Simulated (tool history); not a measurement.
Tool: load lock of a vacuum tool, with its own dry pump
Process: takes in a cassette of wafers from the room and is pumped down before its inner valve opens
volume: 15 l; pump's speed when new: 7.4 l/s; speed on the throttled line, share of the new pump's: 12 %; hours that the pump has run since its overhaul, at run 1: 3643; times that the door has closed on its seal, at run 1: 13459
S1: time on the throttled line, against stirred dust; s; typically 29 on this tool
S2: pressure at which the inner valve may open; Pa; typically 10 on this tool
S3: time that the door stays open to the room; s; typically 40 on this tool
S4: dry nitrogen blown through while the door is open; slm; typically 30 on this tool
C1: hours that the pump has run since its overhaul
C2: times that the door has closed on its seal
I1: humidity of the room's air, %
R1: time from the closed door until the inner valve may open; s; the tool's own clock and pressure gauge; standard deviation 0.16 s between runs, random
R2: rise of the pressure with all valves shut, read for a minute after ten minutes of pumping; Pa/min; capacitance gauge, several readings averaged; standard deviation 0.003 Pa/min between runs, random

| run | hour | S1 | S2 | S3 | S4 | C1 | C2 | I1 | R1 | R2 |
|---|---|---|---|---|---|---|---|---|---|---|
| 1 | 0 | 29 | 10 | 40 | 30 | 3643 | 13459 | 44.9 | 45.1 | 0.088 |
| 2 | 279.1 | 29 | 10 | 105 | 30 | 3922 | 14248 | 41.7 | 44.9 | 0.089 |
| 3 | 633.2 | 29 | 10 | 105 | 30 | 4276 | 15249 | 45.1 | 44.9 | 0.098 |
| 4 | 884.6 | 29 | 10 | 40 | 30 | 4527 | 15960 | 45.8 | 45.5 | 0.101 |
| 5 | 1117.2 | 29 | 10 | 40 | 30 | 4760 | 16618 | 46.5 | 45.5 | 0.104 |
| 6 | 1419.5 | 29 | 10 | 40 | 30 | 5062 | 17472 | 45.9 | 45.3 | 0.105 |
| 7 | 1649.1 | 29 | 10 | 40 | 30 | 5292 | 18121 | 46.3 | 45.3 | 0.113 |
| 8 | 1976.8 | 29 | 10 | 40 | 30 | 5620 | 19048 | 46.1 | 45.5 | 0.119 |
| 9 | 2136.4 | 29 | 10 | 40 | 30 | 5779 | 19499 | 44.9 | 45.6 | 0.121 |
| 10 | 2421.1 | 29 | 10 | 40 | 30 | 6064 | 20304 | 43.3 | 45.2 | 0.124 |
| 11 | 2700.8 | 29 | 10 | 40 | 30 | 6344 | 21095 | 45.5 | 45.5 | 0.127 |
| 12 | 2963 | 29 | 10 | 40 | 30 | 6606 | 21837 | 45.9 | 45.2 | 0.136 |
| 13 | 3314.4 | 29 | 10 | 40 | 30 | 6957 | 22830 | 46.4 | 45.7 | 0.144 |
| 14 | 3466.9 | 29 | 10 | 40 | 30 | 7110 | 23261 | 46.3 | 45.3 | 0.141 |
| 15 | 3763.5 | 29 | 10 | 40 | 30 | 7406 | 24100 | 47.6 | 45.6 | 0.143 |
| 16 | 3909.7 | 29 | 10 | 40 | 30 | 7552 | 24513 | 42.4 | 45.7 | 0.145 |
| 17 | 4268.2 | 29 | 10 | 40 | 30 | 7911 | 25527 | 45.9 | 45.8 | 0.169 |
| 18 | 4542.2 | 29 | 10 | 40 | 30 | 8185 | 26302 | 45.9 | 45.9 | 0.163 |
| 19 | 4761.5 | 29 | 11 | 40 | 30 | 8404 | 26922 | 47.2 | 45.6 | 0.163 |
| 20 | 5082.7 | 49 | 18 | 29 | 4 | 8725 | 27830 | 41.5 | 61.9 | 0.186 |
| 21 | 5288.4 | 49 | 18 | 29 | 4 | 8931 | 28412 | 44.1 | 61.9 | 0.195 |
| 22 | 5463.1 | 49 | 18 | 29 | 4 | 9106 | 28905 | 42.2 | 62.3 | 0.201 |
| 23 | 5699.7 | 49 | 18 | 29 | 4 | 9342 | 29574 | 47.7 | 62.3 | 0.208 |
| 24 | 5953.2 | 49 | 18 | 76 | 36 | 9596 | 30291 | 48.5 | 62.3 | 0.196 |
| 25 | 6216.2 | 20 | 13 | 76 | 29 | 9859 | 31035 | 44.1 | 37.5 | 0.207 |
| 26 | 6532.4 | 20 | 13 | 76 | 29 | 10175 | 31929 | 47.7 | 37.9 | 0.216 |
| 27 | 6780.3 | 20 | 13 | 76 | 29 | 10423 | 32630 | 45.8 | 37.9 | 0.216 |
| 28 | 7007.4 | 30 | 8 | 149 | 8 | 10650 | 33272 | 47.4 | 47.9 | 0.26 |
| 29 | 7364 | 30 | 8 | 149 | 8 | 11007 | 34280 | 47.8 | 48.1 | 0.265 |
| 30 | 7554 | 30 | 8 | 149 | 38 | 11197 | 34817 | 43.3 | 47.9 | 0.238 |
| 31 | 7802.1 | 30 | 8 | 149 | 38 | 11445 | 35519 | 44.2 | 47.8 | 0.249 |
|  | 8034.8 | dry pump taken out, an overhauled one fitted |
| 32 | 8061.2 | 47 | 13 | 82 | 36 | 26 | 36235 | 43.9 | 60.1 | 0.243 |
| 33 | 8332.3 | 47 | 13 | 82 | 36 | 297 | 37001 | 42 | 59.8 | 0.251 |
| 34 | 8546.5 | 14 | 13 | 31 | 38 | 512 | 37607 | 46.1 | 30.8 | 0.253 |
| 35 | 8816.7 | 14 | 13 | 31 | 38 | 782 | 38371 | 44.9 | 30.8 | 0.259 |
| 36 | 9032 | 39 | 10 | 168 | 32 | 997 | 38980 | 41.6 | 53.4 | 0.278 |
| 37 | 9351 | 39 | 10 | 168 | 32 | 1316 | 39881 | 49.5 | 53.5 | 0.291 |

What if the next run were any one of these 3? Each begins from the tool's condition after run 37:
| A | 9688.6 | 39 | 10 | 169 | 32 | 1654 | 40836 | 45.6 | ? | ? |
| B | 9688.6 | 39 | 10 | 73 | 15 | 1654 | 40836 | 43.6 | ? | ? |
| C | 9688.6 | 31 | 13 | 40 | 30 | 1654 | 40836 | 43 | ? | ? |

| run | R1 | R2 |
|---|---|---|
| A | 53.4 | 0.299 |
| B | 53.4 | 0.303 |
| C | 45.8 | 0.286 |
With the hidden condition removed and each run's random variation left untouched, the same runs would have given:
| run | R1 | R2 |
|---|---|---|
| A | 53 | 0.046 |
| B | 53 | 0.045 |
| C | 45.4 | 0.029 |

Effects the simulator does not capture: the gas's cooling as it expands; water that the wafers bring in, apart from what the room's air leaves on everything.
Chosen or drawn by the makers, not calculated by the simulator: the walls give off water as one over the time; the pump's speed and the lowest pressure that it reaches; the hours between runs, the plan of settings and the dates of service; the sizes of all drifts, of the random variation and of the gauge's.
